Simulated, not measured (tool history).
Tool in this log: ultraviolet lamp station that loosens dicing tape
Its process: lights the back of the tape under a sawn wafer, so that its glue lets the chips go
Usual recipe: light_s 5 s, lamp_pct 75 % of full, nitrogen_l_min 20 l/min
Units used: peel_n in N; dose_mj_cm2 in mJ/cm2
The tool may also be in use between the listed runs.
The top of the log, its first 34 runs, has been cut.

run	hour	light_s	lamp_pct	nitrogen_l_min	hours of work of the lamp	hours of work since the window was cleaned	peel_n	dose_mj_cm2
35	1173.2	6	65	28	1339	296	2.013	139
36	1203.4	6	65	28	1355	312	2.082	142
37	1248.3	6	65	28	1379	336	2.021	134
38	1272.1	5	86	15	1392	349	2.576	146
39	1308.3	6	75	15	1411	368	2.539	156
# hour 1312.5: lamp changed
40	1333.8	7	96	19	11	381	0.364	370
41	1362.6	7	68	13	27	397	1.080	260
42	1393.1	7	68	13	43	413	1.123	253

4 options for the next run, each taken on its own from the tool as it stands now. Forecast them:
A	1414.1	5	71	14	54	424	?	?
B	1414.1	4	75	17	54	424	?	?
C	1414.1	5	69	20	54	424	?	?
D	1414.1	5	64	20	54	424	?	?

run	peel_n	dose_mj_cm2
A	1.841	190
B	2.112	162
C	1.539	182
D	1.733	171
What these runs would have given with no unlogged condition in the tool:
run	peel_n	dose_mj_cm2
A	1.395	221
B	1.634	189
C	1.143	212
D	1.306	199

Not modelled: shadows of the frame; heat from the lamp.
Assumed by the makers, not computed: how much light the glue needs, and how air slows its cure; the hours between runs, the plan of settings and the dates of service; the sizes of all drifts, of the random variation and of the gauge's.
